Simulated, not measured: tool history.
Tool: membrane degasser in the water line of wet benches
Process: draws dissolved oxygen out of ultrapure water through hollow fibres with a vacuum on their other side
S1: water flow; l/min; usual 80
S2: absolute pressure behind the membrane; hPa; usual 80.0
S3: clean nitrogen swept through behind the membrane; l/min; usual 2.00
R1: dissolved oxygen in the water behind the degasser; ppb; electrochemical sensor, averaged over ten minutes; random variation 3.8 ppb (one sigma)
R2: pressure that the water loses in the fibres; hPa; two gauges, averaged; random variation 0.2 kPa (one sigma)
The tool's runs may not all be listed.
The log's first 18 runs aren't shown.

run 19 hour=2771.8 | S1=50 S2=80.0 S3=1.53 | R1=345.0 R2=266.8
run 20 hour=2930.3 | S1=50 S2=80.0 S3=1.53 | R1=344.4 R2=265.7
run 21 hour=3044.5 | S1=50 S2=116.8 S3=1.53 | R1=579.9 R2=268.0
run 22 hour=3152.9 | S1=50 S2=116.8 S3=1.53 | R1=582.5 R2=269.5
run 23 hour=3371.3 | S1=50 S2=116.8 S3=1.53 | R1=582.2 R2=266.1
run 24 hour=3474.0 | S1=104 S2=83.3 S3=3.50 | R1=360.9 R2=556.9
run 25 hour=3602.2 | S1=58 S2=127.5 S3=1.31 | R1=811.5 R2=310.5
run 26 hour=3814.1 | S1=85 S2=173.3 S3=2.00 | R1=1122.8 R2=455.3
run 27 hour=4020.8 | S1=116 S2=53.6 S3=2.00 | R1=309.9 R2=627.9
run 28 hour=4236.9 | S1=49 S2=157.8 S3=4.89 | R1=303.4 R2=266.5
run 29 hour=4375.9 | S1=55 S2=80.0 S3=1.47 | R1=401.9 R2=298.1
run 30 hour=4508.4 | S1=84 S2=80.0 S3=2.00 | R1=443.7 R2=459.0
run 31 hour=4632.0 | S1=112 S2=86.8 S3=1.12 | R1=899.2 R2=612.6
run 32 hour=4859.6 | S1=112 S2=67.1 S3=1.12 | R1=619.4 R2=613.3
-- hour=4962.5 vacuum gauge calibrated
run 33 hour=5052.3 | S1=63 S2=152.0 S3=2.00 | R1=733.5 R2=348.9

3 ways to go on from here, each from the tool as it stands after run 33. What would each give?
run A hour=5178.6 | S1=68 S2=93.9 S3=1.94 | R1=? R2=?
run B hour=5178.6 | S1=57 S2=53.2 S3=1.42 | R1=? R2=?
run C hour=5178.6 | S1=63 S2=152.0 S3=5.44 | R1=? R2=?

run=A R1=427.5 R2=373.6
run=B R1=174.5 R2=313.9
run=C R1=321.3 R2=347.3
Without the tool's hidden state the same runs would have given:
run=A R1=423.6 R2=352.8
run=B R1=171.5 R2=296.5
run=C R1=317.1 R2=328.1
